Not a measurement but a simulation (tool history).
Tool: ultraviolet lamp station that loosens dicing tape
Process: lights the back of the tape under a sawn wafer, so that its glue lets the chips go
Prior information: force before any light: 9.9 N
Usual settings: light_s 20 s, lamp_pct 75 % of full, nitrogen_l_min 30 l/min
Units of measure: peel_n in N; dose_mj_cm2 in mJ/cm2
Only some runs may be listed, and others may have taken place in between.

run   hour  light_s  lamp_pct  nitrogen_l_min  peel_n  dose_mj_cm2
  1      0       20        75              30   0.299          283
  2    9.9       20        75              30   0.281          282
      11.8  -- window cleaned of glue's vapour
  3   26.7       20        75              39   0.276          269
  4   34.9       20        75              30    0.33          270
  5   49.9       20        75              30    0.32          266
  6   60.2       20        75              30   0.341          267
      69.2  -- window cleaned of glue's vapour, once more
  7   69.4       20        75              30   0.208          310
  8   76.6       20        75              30   0.212          313
  9   87.7       20        75              30   0.212          310
 10  100.2       20        75              30   0.226          312
 11  111.4       20        75              30   0.221          309
 12  120.1       20        75              30   0.208          311
 13  128.4       20        75              30    0.23          307
 14    145       23        75              30    0.15          357
 15  154.1       20        77              30   0.202          311
 16  161.5       20        75              23    0.28          304
 17  175.7       20        75              23   0.263          308
 18  187.9       20        75              23   0.265          304
 19  205.4       40        75              23   0.063          607
 20  219.1       20        75              30   0.228          306
 21  235.3       20        75              30   0.236          304
 22  251.7       12        93              21   0.668          227
 23  263.8       12        93              19   0.728          227
 24  278.4       20        75              10   0.551          301
 25  294.6       20        75              10   0.557          302
 26  305.6       38        69              32   0.074          523
 27  316.3       14        75              30   0.626          209
 28    324       14        75              30   0.667          214
 29  336.5       32        95              21    0.07          599
 30  351.7       24        73              18   0.238          348
 31  363.9       24        73              18   0.233          348
 32  374.6       24        73              18   0.234          343
 33  383.6       31        90              15   0.094          552
 34  393.4       20        75              29   0.245          299
 35  404.5       20        87              39   0.142          338
 36  411.7       20        63              30   0.429          247
 37  423.5       19        66              11   0.875          249
 38  430.7       14        73               9   1.488          199
 39  445.7       16        64              36   0.637          208
 40  459.2       30        68              45   0.082          400
 41  474.9       11        86              17   1.205          186
 42  488.6       11        86              17   1.221          182

Predict each of these 3 candidate next runs independently; none follows another, all start after run 42:
  A  502.3       39        86              17       ?            ?
  B  502.3       11        90              12       ?            ?
  C  502.3       36        86              19       ?            ?

run  peel_n  dose_mj_cm2
  A   0.071          654
  B   1.355          188
  C   0.065          608
Without the tool's hidden state the same runs would have given:
run  peel_n  dose_mj_cm2
  A   0.068          724
  B   1.107          208
  C   0.061          672
